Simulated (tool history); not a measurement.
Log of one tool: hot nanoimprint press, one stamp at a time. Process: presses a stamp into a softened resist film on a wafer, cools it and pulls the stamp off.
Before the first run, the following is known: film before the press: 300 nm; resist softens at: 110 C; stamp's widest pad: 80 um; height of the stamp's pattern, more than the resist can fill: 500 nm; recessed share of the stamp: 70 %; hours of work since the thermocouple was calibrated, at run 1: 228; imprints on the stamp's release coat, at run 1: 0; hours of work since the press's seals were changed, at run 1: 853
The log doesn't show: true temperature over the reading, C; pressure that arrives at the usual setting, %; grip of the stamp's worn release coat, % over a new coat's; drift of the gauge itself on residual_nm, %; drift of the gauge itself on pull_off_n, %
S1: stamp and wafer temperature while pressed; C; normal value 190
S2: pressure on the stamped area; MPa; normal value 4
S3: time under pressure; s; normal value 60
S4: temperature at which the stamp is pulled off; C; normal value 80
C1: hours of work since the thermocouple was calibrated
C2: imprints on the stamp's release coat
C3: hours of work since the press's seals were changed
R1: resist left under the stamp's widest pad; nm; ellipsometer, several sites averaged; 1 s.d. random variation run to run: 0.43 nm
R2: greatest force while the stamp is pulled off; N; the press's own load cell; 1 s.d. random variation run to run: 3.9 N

run   hour   S1    S2  S3  S4   C1    C2   C3     R1   R2
  1      0  190     4  60  80  228     0  853  120.3  183
  2   66.4  190     4  60  80  279   306  905  120.4  191
  3  109.3  190     4  60  80  312   504  938  120.1  195
  4    163  190     4  60  80  354   751  980  120.1  193
     190.6  -- press's hydraulic seals changed and the load cell set to zero
  5  218.9  190     4  60  80  391   972   22  120.2  194
     262.3  -- plate thermocouple calibrated
     268.3  -- stamp cleaned and given a new release coat
  6  288.3  190     4  60  80   16    92   69  119.6  190
  7  338.6  190     4  60  70   54   324  107  120.6  229
  8  384.2  190     4  60  81   90   534  143  119.6  183
  9  454.9  190  4.73  60  81  144   860  197  108.4  182
 10  507.7  190  4.73  60  81  185  1103  238  108.6  189
     526.5  -- stamp cleaned and given a new release coat
 11  569.4  192  4.67  60  79  228   197  281  104.5  184
 12  614.5  192  4.67  60  79  263   405  316  104.2  192
 13  669.4  192  4.67  60  79  306   658  359  104.2  195
 14  735.2  193  3.21  37  77  356   961  410  147.2  209
     788.1  -- stamp cleaned and given a new release coat
 15  793.9  193  3.21  37  77  397    27  450  148.4  202
     827.2  -- plate thermocouple calibrated
 16  868.7  190  6.11  34  80   32   357  506  114.5  191
 17  926.3  190  6.11  34  80   77   623  550    113  184

Forecast each of these 5 alternatives for the next run:
  A  983.9  181  6.11  74  80  121  888  595   ?   ?
  B  983.9  190  6.11  33  80  121  888  595   ?   ?
  C  983.9  189  4.79  34  66  121  888  595   ?   ?
  D  983.9  184  4.18  60  80  121  888  595   ?   ?
  E  983.9  189     4  60  80  121  888  595   ?   ?

run     R1   R2
  A  112.5  186
  B  114.9  191
  C  134.4  247
  D    137  186
  E  122.3  190
Had the tool no hidden state, the same runs would have come out as:
run     R1   R2
  A  112.4  184
  B  114.7  189
  C  134.3  245
  D  136.9  184
  E  122.2  188
